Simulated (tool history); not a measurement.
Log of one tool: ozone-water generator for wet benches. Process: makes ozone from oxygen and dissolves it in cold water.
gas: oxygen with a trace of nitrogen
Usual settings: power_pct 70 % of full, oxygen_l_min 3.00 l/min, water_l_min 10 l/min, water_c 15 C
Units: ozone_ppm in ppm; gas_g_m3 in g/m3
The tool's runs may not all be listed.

run,hour,power_pct,oxygen_l_min,water_l_min,water_c,ozone_ppm,gas_g_m3
1,0.0,70,3.00,10,15,16.7,183.4
2,22.8,70,3.00,10,15,17.0,183.7
3,45.6,70,3.00,12,15,14.4,182.2
4,71.9,70,3.00,10,9,18.5,182.1
5,106.1,70,3.00,10,9,18.4,182.7
6,141.2,70,3.00,10,15,17.1,181.8
7,168.7,70,3.00,10,15,17.0,180.3
8,194.0,70,3.00,10,15,16.7,182.2
9,232.2,70,3.00,10,15,16.7,181.9
10,256.8,70,3.00,10,15,16.8,182.0
11,274.2,70,3.00,10,15,16.9,182.3
12,291.6,60,3.00,10,15,15.7,168.8
13,323.9,70,1.57,10,15,16.3,256.6
14,352.8,70,1.57,10,15,15.9,257.5
15,392.0,70,1.57,10,15,16.1,255.0
# hour 399.3: contactor cleaned
16,432.2,70,1.57,10,15,16.0,258.5
17,463.8,84,3.38,10,8,20.2,185.6
# hour 488.0: contactor cleaned, once more
18,493.9,59,3.78,8,23,16.0,147.0
19,517.7,59,3.78,8,23,16.0,146.0
20,534.8,59,3.78,8,23,16.1,147.0
21,560.9,59,3.78,7,23,17.6,145.7
22,583.6,70,3.00,10,15,17.4,182.6
23,600.2,70,3.00,10,22,15.4,179.4
24,632.4,70,2.46,10,8,19.0,200.8
25,654.0,92,5.02,12,15,17.0,156.8
26,690.8,92,1.91,12,16,16.0,263.2
27,726.1,92,1.91,12,16,16.2,263.0
28,746.1,66,3.00,12,22,13.1,175.4
29,785.2,70,3.90,9,15,18.9,155.1
30,825.8,95,3.16,15,9,15.3,203.2
31,864.1,70,4.23,10,16,16.8,149.3
32,904.5,70,4.11,10,18,16.2,149.4

3 ways to go on from here, each from the tool as it stands after run 32. What would each give?
A,941.1,54,3.00,7,22,?,?
B,941.1,70,4.11,10,9,?,?
C,941.1,70,3.05,8,11,?,?

run,ozone_ppm,gas_g_m3
A,18.0,157.2
B,19.0,151.7
C,22.1,178.4
Without the tool's hidden state the same runs would have given:
run,ozone_ppm,gas_g_m3
A,18.8,163.3
B,19.9,158.5
C,23.1,186.4
